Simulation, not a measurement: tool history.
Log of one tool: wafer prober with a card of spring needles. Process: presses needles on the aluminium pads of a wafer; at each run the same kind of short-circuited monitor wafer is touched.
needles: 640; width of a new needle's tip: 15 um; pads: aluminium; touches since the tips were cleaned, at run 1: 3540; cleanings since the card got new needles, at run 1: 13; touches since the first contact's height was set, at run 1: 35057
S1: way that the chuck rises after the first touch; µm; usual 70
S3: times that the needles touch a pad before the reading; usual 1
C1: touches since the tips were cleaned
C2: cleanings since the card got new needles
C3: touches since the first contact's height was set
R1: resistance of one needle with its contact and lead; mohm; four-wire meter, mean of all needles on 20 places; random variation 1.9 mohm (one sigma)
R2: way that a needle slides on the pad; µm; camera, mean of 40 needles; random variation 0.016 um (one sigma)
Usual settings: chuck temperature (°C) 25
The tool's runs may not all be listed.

{"run": 1, "hour": 0.0, "S1": 70, "chuck temperature (°C)": 25, "S3": 1, "C1": 3540, "C2": 13, "C3": 35057, "R1": 322, "R2": 10.05}
{"run": 2, "hour": 5.6, "S1": 70, "chuck temperature (°C)": 25, "S3": 1, "C1": 6369, "C2": 13, "C3": 37886, "R1": 340, "R2": 10.03}
{"hour": 10.2, "done": "tips cleaned on abrasive film"}
{"run": 3, "hour": 12.2, "S1": 70, "chuck temperature (°C)": 102, "S3": 1, "C1": 1043, "C2": 14, "C3": 41214, "R1": 271, "R2": 10.07}
{"run": 4, "hour": 18.8, "S1": 70, "chuck temperature (°C)": 102, "S3": 1, "C1": 4357, "C2": 14, "C3": 44528, "R1": 333, "R2": 10.07}
{"run": 5, "hour": 23.3, "S1": 58, "chuck temperature (°C)": 25, "S3": 1, "C1": 6640, "C2": 14, "C3": 46811, "R1": 391, "R2": 8.29}
{"hour": 27.0, "done": "tips cleaned on abrasive film"}
{"run": 6, "hour": 30.1, "S1": 58, "chuck temperature (°C)": 110, "S3": 1, "C1": 1593, "C2": 15, "C3": 50242, "R1": 307, "R2": 8.32}
{"run": 7, "hour": 37.3, "S1": 58, "chuck temperature (°C)": 110, "S3": 1, "C1": 5216, "C2": 15, "C3": 53865, "R1": 381, "R2": 8.31}
{"run": 8, "hour": 42.4, "S1": 58, "chuck temperature (°C)": 110, "S3": 1, "C1": 7849, "C2": 15, "C3": 56498, "R1": 395, "R2": 8.3}
{"hour": 44.1, "done": "tips cleaned on abrasive film"}
{"run": 9, "hour": 46.6, "S1": 58, "chuck temperature (°C)": 110, "S3": 1, "C1": 1255, "C2": 16, "C3": 58566, "R1": 308, "R2": 8.31}
{"run": 10, "hour": 53.8, "S1": 70, "chuck temperature (°C)": 62, "S3": 1, "C1": 4884, "C2": 16, "C3": 62195, "R1": 334, "R2": 10.02}
{"hour": 61.1, "done": "tips cleaned on abrasive film"}
{"run": 11, "hour": 62.4, "S1": 70, "chuck temperature (°C)": 25, "S3": 1, "C1": 658, "C2": 17, "C3": 66508, "R1": 245, "R2": 10.02}
{"run": 12, "hour": 69.9, "S1": 70, "chuck temperature (°C)": 25, "S3": 1, "C1": 4494, "C2": 17, "C3": 70344, "R1": 327, "R2": 10.05}
{"run": 13, "hour": 74.6, "S1": 70, "chuck temperature (°C)": 25, "S3": 1, "C1": 6870, "C2": 17, "C3": 72720, "R1": 340, "R2": 10.02}
{"hour": 77.8, "done": "tips cleaned on abrasive film"}
{"run": 14, "hour": 80.4, "S1": 70, "chuck temperature (°C)": 25, "S3": 1, "C1": 1279, "C2": 18, "C3": 75584, "R1": 262, "R2": 10.02}
{"run": 15, "hour": 85.7, "S1": 70, "chuck temperature (°C)": 25, "S3": 1, "C1": 3979, "C2": 18, "C3": 78284, "R1": 324, "R2": 9.99}
{"run": 16, "hour": 92.0, "S1": 70, "chuck temperature (°C)": 25, "S3": 1, "C1": 7197, "C2": 18, "C3": 81502, "R1": 343, "R2": 10.04}
{"hour": 94.9, "done": "tips cleaned on abrasive film"}
{"run": 17, "hour": 96.2, "S1": 70, "chuck temperature (°C)": 25, "S3": 1, "C1": 685, "C2": 19, "C3": 83581, "R1": 248, "R2": 9.99}
{"run": 18, "hour": 100.7, "S1": 70, "chuck temperature (°C)": 75, "S3": 1, "C1": 2985, "C2": 19, "C3": 85881, "R1": 316, "R2": 10.02}
{"run": 19, "hour": 107.1, "S1": 70, "chuck temperature (°C)": 75, "S3": 1, "C1": 6194, "C2": 19, "C3": 89090, "R1": 348, "R2": 10.01}
{"hour": 111.5, "done": "tips cleaned on abrasive film"}
{"run": 20, "hour": 114.2, "S1": 70, "chuck temperature (°C)": 75, "S3": 1, "C1": 1356, "C2": 20, "C3": 92667, "R1": 278, "R2": 10}
{"run": 21, "hour": 119.8, "S1": 60, "chuck temperature (°C)": 25, "S3": 2, "C1": 4199, "C2": 20, "C3": 95510, "R1": 305, "R2": 8.55}
{"run": 22, "hour": 125.2, "S1": 78, "chuck temperature (°C)": 25, "S3": 2, "C1": 6955, "C2": 20, "C3": 98266, "R1": 273, "R2": 11.14}
{"hour": 126.2, "done": "height of the first contact set anew"}
{"hour": 128.8, "done": "tips cleaned on abrasive film"}
{"run": 23, "hour": 133.1, "S1": 78, "chuck temperature (°C)": 25, "S3": 1, "C1": 2210, "C2": 21, "C3": 3459, "R1": 278, "R2": 11.22}
{"run": 24, "hour": 136.8, "S1": 51, "chuck temperature (°C)": 73, "S3": 1, "C1": 4103, "C2": 21, "C3": 5352, "R1": 405, "R2": 7.36}
{"run": 25, "hour": 142.0, "S1": 51, "chuck temperature (°C)": 73, "S3": 1, "C1": 6743, "C2": 21, "C3": 7992, "R1": 438, "R2": 7.33}
{"hour": 145.5, "done": "tips cleaned on abrasive film"}
{"run": 26, "hour": 151.1, "S1": 63, "chuck temperature (°C)": 51, "S3": 2, "C1": 2871, "C2": 22, "C3": 12547, "R1": 283, "R2": 9.04}
{"run": 27, "hour": 159.3, "S1": 63, "chuck temperature (°C)": 40, "S3": 2, "C1": 7004, "C2": 22, "C3": 16680, "R1": 302, "R2": 9.03}
{"hour": 162.4, "done": "tips cleaned on abrasive film"}
{"run": 28, "hour": 164.8, "S1": 68, "chuck temperature (°C)": 119, "S3": 1, "C1": 1254, "C2": 23, "C3": 19462, "R1": 287, "R2": 9.76}
{"run": 29, "hour": 170.2, "S1": 70, "chuck temperature (°C)": 25, "S3": 2, "C1": 3958, "C2": 23, "C3": 22166, "R1": 280, "R2": 10.04}
{"run": 30, "hour": 174.4, "S1": 57, "chuck temperature (°C)": 25, "S3": 1, "C1": 6087, "C2": 23, "C3": 24295, "R1": 398, "R2": 8.19}
{"hour": 179.1, "done": "tips cleaned on abrasive film"}
{"run": 31, "hour": 183.4, "S1": 70, "chuck temperature (°C)": 25, "S3": 1, "C1": 2173, "C2": 24, "C3": 28810, "R1": 287, "R2": 10.04}
{"run": 32, "hour": 191.2, "S1": 70, "chuck temperature (°C)": 25, "S3": 1, "C1": 6128, "C2": 24, "C3": 32765, "R1": 336, "R2": 10.03}
{"hour": 196.2, "done": "tips cleaned on abrasive film"}
{"run": 33, "hour": 196.4, "S1": 84, "chuck temperature (°C)": 37, "S3": 1, "C1": 91, "C2": 25, "C3": 35357, "R1": 218, "R2": 12.05}
{"run": 34, "hour": 202.0, "S1": 84, "chuck temperature (°C)": 37, "S3": 1, "C1": 2946, "C2": 25, "C3": 38212, "R1": 275, "R2": 12.04}

Forecast each of these 5 alternatives for the next run:
{"run": "A", "hour": 209.0, "S1": 70, "chuck temperature (°C)": 103, "S3": 1, "C1": 6505, "C2": 25, "C3": 41771, "R1": "?", "R2": "?"}
{"run": "B", "hour": 209.0, "S1": 54, "chuck temperature (°C)": 25, "S3": 2, "C1": 6505, "C2": 25, "C3": 41771, "R1": "?", "R2": "?"}
{"run": "C", "hour": 209.0, "S1": 65, "chuck temperature (°C)": 25, "S3": 2, "C1": 6505, "C2": 25, "C3": 41771, "R1": "?", "R2": "?"}
{"run": "D", "hour": 209.0, "S1": 84, "chuck temperature (°C)": 79, "S3": 1, "C1": 6505, "C2": 25, "C3": 41771, "R1": "?", "R2": "?"}
{"run": "E", "hour": 209.0, "S1": 57, "chuck temperature (°C)": 77, "S3": 1, "C1": 6505, "C2": 25, "C3": 41771, "R1": "?", "R2": "?"}

run=A R1=345 R2=10.01
run=B R1=340 R2=7.73
run=C R1=300 R2=9.3
run=D R1=310 R2=12.05
run=E R1=396 R2=8.16
Without the tool's hidden state the same runs would have given:
run=A R1=222 R2=10.07
run=B R1=208 R2=7.78
run=C R1=205 R2=9.35
run=D R1=214 R2=12.1
run=E R1=215 R2=8.22
